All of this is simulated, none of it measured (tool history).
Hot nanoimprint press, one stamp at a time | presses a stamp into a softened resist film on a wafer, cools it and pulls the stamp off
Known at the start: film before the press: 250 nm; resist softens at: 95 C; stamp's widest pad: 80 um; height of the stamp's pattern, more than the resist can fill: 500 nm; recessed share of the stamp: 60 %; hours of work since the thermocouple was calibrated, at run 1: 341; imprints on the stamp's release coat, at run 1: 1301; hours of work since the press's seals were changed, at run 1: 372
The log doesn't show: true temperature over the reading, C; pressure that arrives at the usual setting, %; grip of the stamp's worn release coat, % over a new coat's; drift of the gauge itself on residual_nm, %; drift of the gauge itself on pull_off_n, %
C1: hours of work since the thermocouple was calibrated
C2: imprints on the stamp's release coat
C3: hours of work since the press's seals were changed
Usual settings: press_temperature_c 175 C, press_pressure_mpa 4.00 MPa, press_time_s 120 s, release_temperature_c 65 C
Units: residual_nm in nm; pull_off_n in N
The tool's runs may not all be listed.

Run 1, day 0.000: usual settings; C1 341; C2 1301; C3 372. Result: residual_nm 134.4 nm, pull_off_n 297 N.
At day 1.017: stamp cleaned and given a new release coat.
Run 2, day 2.200: usual settings; C1 370; C2 68; C3 401. Result: residual_nm 135.4 nm, pull_off_n 223 N.
Run 3, day 3.996: usual settings but press_time_s 126 s; C1 397; C2 170; C3 428. Result: residual_nm 132.8 nm, pull_off_n 226 N.
Run 4, day 5.600: usual settings but press_time_s 126 s; C1 421; C2 262; C3 452. Result: residual_nm 133.3 nm, pull_off_n 238 N.
At day 6.904: plate thermocouple calibrated.
Run 5, day 7.933: usual settings; C1 15; C2 388; C3 485. Result: residual_nm 128.0 nm, pull_off_n 235 N.
Run 6, day 10.329: usual settings; C1 51; C2 524; C3 521. Result: residual_nm 128.8 nm, pull_off_n 240 N.
Run 7, day 12.688: usual settings but press_time_s 127 s; C1 86; C2 659; C3 556. Result: residual_nm 126.1 nm, pull_off_n 248 N.
Run 8, day 14.579: usual settings but press_time_s 127 s; C1 115; C2 767; C3 584. Result: residual_nm 127.5 nm, pull_off_n 254 N.
Run 9, day 16.650: usual settings but press_time_s 127 s; C1 146; C2 885; C3 615. Result: residual_nm 128.1 nm, pull_off_n 260 N.
Run 10, day 18.583: usual settings but press_time_s 127 s; C1 174; C2 995; C3 644. Result: residual_nm 127.7 nm, pull_off_n 267 N.
Run 11, day 20.875: usual settings but press_time_s 127 s; C1 209; C2 1126; C3 678. Result: residual_nm 128.6 nm, pull_off_n 279 N.
Run 12, day 21.854: usual settings but press_time_s 127 s, release_temperature_c 70 C; C1 223; C2 1182; C3 693. Result: residual_nm 128.9 nm, pull_off_n 257 N.
Run 13, day 22.996: usual settings but press_time_s 213 s; C1 240; C2 1247; C3 710. Result: residual_nm 106.2 nm, pull_off_n 277 N.
Run 14, day 24.358: usual settings but release_temperature_c 58 C; C1 261; C2 1325; C3 730. Result: residual_nm 132.0 nm, pull_off_n 332 N.
At day 24.958: stamp cleaned and given a new release coat.
Run 15, day 26.550: usual settings but press_temperature_c 164 C, press_time_s 125 s; C1 290; C2 91; C3 759. Result: residual_nm 186.7 nm, pull_off_n 227 N.
Run 16, day 28.492: usual settings but press_temperature_c 179 C, press_time_s 216 s, release_temperature_c 51 C; C1 319; C2 201; C3 788. Result: residual_nm 90.5 nm, pull_off_n 309 N.
Run 17, day 29.812: usual settings but press_temperature_c 184 C, press_time_s 131 s, release_temperature_c 51 C; C1 339; C2 277; C3 808. Result: residual_nm 91.0 nm, pull_off_n 302 N.
Run 18, day 31.433: usual settings but press_temperature_c 184 C, press_time_s 131 s, release_temperature_c 51 C; C1 363; C2 369; C3 832. Result: residual_nm 91.2 nm, pull_off_n 314 N.
Run 19, day 32.900: usual settings but press_temperature_c 184 C, press_pressure_mpa 4.32 MPa, release_temperature_c 53 C; C1 385; C2 453; C3 854. Result: residual_nm 91.6 nm, pull_off_n 313 N.
Run 20, day 35.254: usual settings but press_time_s 157 s, release_temperature_c 66 C; C1 420; C2 587; C3 889. Result: residual_nm 122.4 nm, pull_off_n 236 N.
At day 36.475: plate thermocouple calibrated.
At day 36.808: press's hydraulic seals changed and the load cell set to zero.
Run 21, day 37.025: usual settings but press_pressure_mpa 3.77 MPa, press_time_s 157 s, release_temperature_c 66 C; C1 3; C2 662; C3 3. Result: residual_nm 119.1 nm, pull_off_n 240 N.
Run 22, day 38.746: usual settings but press_pressure_mpa 3.77 MPa, press_time_s 157 s, release_temperature_c 66 C; C1 29; C2 760; C3 29. Result: residual_nm 118.8 nm, pull_off_n 233 N.
Run 23, day 39.821: usual settings but press_pressure_mpa 3.77 MPa, press_time_s 125 s, release_temperature_c 66 C; C1 45; C2 822; C3 45. Result: residual_nm 127.7 nm, pull_off_n 253 N.
Run 24, day 40.950: usual settings but press_pressure_mpa 3.77 MPa, press_time_s 125 s, release_temperature_c 66 C; C1 62; C2 886; C3 62. Result: residual_nm 130.5 nm, pull_off_n 254 N.
Run 25, day 43.246: usual settings but press_pressure_mpa 3.77 MPa, press_time_s 125 s, release_temperature_c 66 C; C1 96; C2 1017; C3 96. Result: residual_nm 130.7 nm, pull_off_n 265 N.
Run 26, day 44.862: usual settings but press_pressure_mpa 3.77 MPa, press_time_s 125 s, release_temperature_c 66 C; C1 120; C2 1109; C3 120. Result: residual_nm 129.8 nm, pull_off_n 271 N.
Run 27, day 46.617: usual settings but press_temperature_c 179 C, press_pressure_mpa 3.77 MPa, press_time_s 99 s, release_temperature_c 66 C; C1 147; C2 1209; C3 147. Result: residual_nm 122.6 nm, pull_off_n 272 N.

The same runs without the tool's hidden state, with the same run-to-run variation:
run  residual_nm  pull_off_n
  1        128.2         226
  2        128.7         214
  3        125.8         212
  4        125.9         219
  5        128.1         218
  6        128.4         217
  7        125.1         217
  8        126.0         218
  9        126.2         217
 10        125.3         219
 11        125.7         222
 12        125.7         203
 13        103.1         216
 14        128.2         254
 15        182.6         220
 16         86.9         292
 17         87.3         281
 18         87.2         287
 19         87.3         281
 20        116.3         205
 21        119.5         211
 22        118.8         200
 23        127.5         216
 24        129.9         213
 25        129.6         216
 26        128.4         218
 27        120.9         214

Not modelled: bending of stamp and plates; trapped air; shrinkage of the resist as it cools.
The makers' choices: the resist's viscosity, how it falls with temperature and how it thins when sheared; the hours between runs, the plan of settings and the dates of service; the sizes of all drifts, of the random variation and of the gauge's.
